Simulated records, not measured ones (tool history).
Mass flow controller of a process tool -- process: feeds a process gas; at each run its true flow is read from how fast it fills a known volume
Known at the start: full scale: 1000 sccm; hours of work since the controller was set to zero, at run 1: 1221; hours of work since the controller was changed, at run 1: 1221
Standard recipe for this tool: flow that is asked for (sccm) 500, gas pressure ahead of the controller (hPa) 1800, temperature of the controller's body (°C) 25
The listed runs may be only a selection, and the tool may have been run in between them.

run     hour  flow that is asked for (sccm)  gas pressure ahead of the controller (hPa)  temperature of the controller's body (°C)  hours of work since the controller was set to zero  hours of work since the controller was changed  true flow (%)
  1        0                            500                                        1800                                         25                                                1221                                            1221          97.92
  2    536.8                            500                                        1800                                         25                                                1634                                            1634          97.55
  3    988.7                            500                                        1800                                         25                                                1982                                            1982          97.22
  4   1361.9                            500                                        1800                                         25                                                2269                                            2269          96.93
  5   1609.4                            500                                        1800                                         25                                                2460                                            2460          96.76
  6   1984.3                            500                                        1800                                         25                                                2748                                            2748          96.35
  7   2388.5                            564                                        1800                                         25                                                3060                                            3060          96.53
  8   2866.4                            564                                        1800                                         25                                                3428                                            3428          96.22
  9   3355.7                            564                                        1800                                         25                                                3804                                            3804          95.78
 10   3768.6                            564                                        1800                                         25                                                4122                                            4122          95.62
 11   4302.8                            564                                        1800                                         25                                                4533                                            4533          95.28
 12   4585.1                            168                                        1800                                         25                                                4751                                            4751          88.85
 13   5064.9                            168                                        1800                                         25                                                5120                                            5120          88.24
      5449.9  -- controller's zero set anew
 14     5593                            168                                        1800                                         25                                                 110                                            5526           95.9
 15   5897.7                            168                                        1800                                         25                                                 345                                            5761          95.41
 16   6449.8                            168                                        1800                                         25                                                 770                                            6186          94.79
 17   6975.2                            168                                        1800                                         25                                                1174                                            6590           93.9
 18   7247.3                            168                                        1800                                         25                                                1384                                            6800          93.54
 19   7672.3                            168                                        1800                                         25                                                1711                                            7127          92.88
 20   8024.3                            168                                        1800                                         30                                                1982                                            7398          92.89
 21   8318.2                            168                                        1800                                         30                                                2208                                            7624          92.36
 22   8653.2                            168                                        1800                                         30                                                2466                                            7882          91.83
 23   9020.6                            168                                        1800                                         30                                                2749                                            8165          91.18
 24   9271.5                            168                                        1800                                         37                                                2942                                            8358          91.66
 25   9553.1                            103                                        1560                                         20                                                3159                                            8575          86.08
 26   9783.8                            500                                        1800                                         26                                                3336                                            8752          94.01
 27  10088.4                            500                                        2330                                         22                                                3571                                            8987          93.64
 28  10503.8                            214                                        2550                                         24                                                3891                                            9307          90.31
 29  11050.2                            378                                        1690                                         25                                                4311                                            9727          91.93
 30  11493.9                            351                                        2500                                         25                                                4653                                           10069          91.57
 31  11721.2                            351                                        2500                                         25                                                4828                                           10244          91.53
     11785.9  -- controller exchanged for a calibrated one
 32  12166.3                            136                                        1780                                         31                                                 293                                             293          98.09
 33  12582.7                            500                                        2000                                         25                                                 613                                             613          98.58
 34    12896                            224                                        2470                                         25                                                 855                                             855           97.5
 35  13354.3                            128                                        1730                                         23                                                1207                                            1207          94.98
 36  13771.2                            128                                        1730                                         23                                                1528                                            1528          94.14
 37  14187.1                            128                                        1730                                         23                                                1848                                            1848          93.35
 38  14513.2                            128                                        1730                                         23                                                2100                                            2100          92.68
 39  14779.5                            128                                        1730                                         23                                                2305                                            2305           92.3
 40  15219.3                            151                                        1480                                         38                                                2643                                            2643          93.93
 41  15526.4                            210                                        2760                                         39                                                2880                                            2880          95.61
 42  15914.4                            285                                        1420                                         23                                                3178                                            3178          94.12
 43  16285.6                            285                                        1420                                         23                                                3464                                            3464          93.75
 44  16750.2                            594                                        2030                                         26                                                3822                                            3822          96.38
 45  17066.4                            594                                        2030                                         30                                                4065                                            4065          96.65
 46  17606.2                            353                                        1490                                         30                                                4481                                            4481          94.09
 47  18038.6                            321                                        1800                                         34                                                4813                                            4813          93.88
 48  18381.2                            504                                        1700                                         24                                                5077                                            5077          94.19

Entry by entry between the runs, the difference in hidden state between the last listed run before and the first listed run after:
After run 13, before run 14: controller's zero set anew (hour 5449.9)
  flow at rest that the sensor doesn't see, % of full scale: -1.384 -> -0.037; true flow over the shown one, %: -1.8 -> -1.96
  measured less the result without the state, true flow (%): -10.05 -> -2.18
After run 31, before run 32: controller exchanged for a calibrated one (hour 11785.9)
  flow at rest that the sensor doesn't see, % of full scale: -1.301 -> -0.099; true flow over the shown one, %: -3.76 -> 0.16
  measured less the result without the state, true flow (%): -7.47 -> -0.57
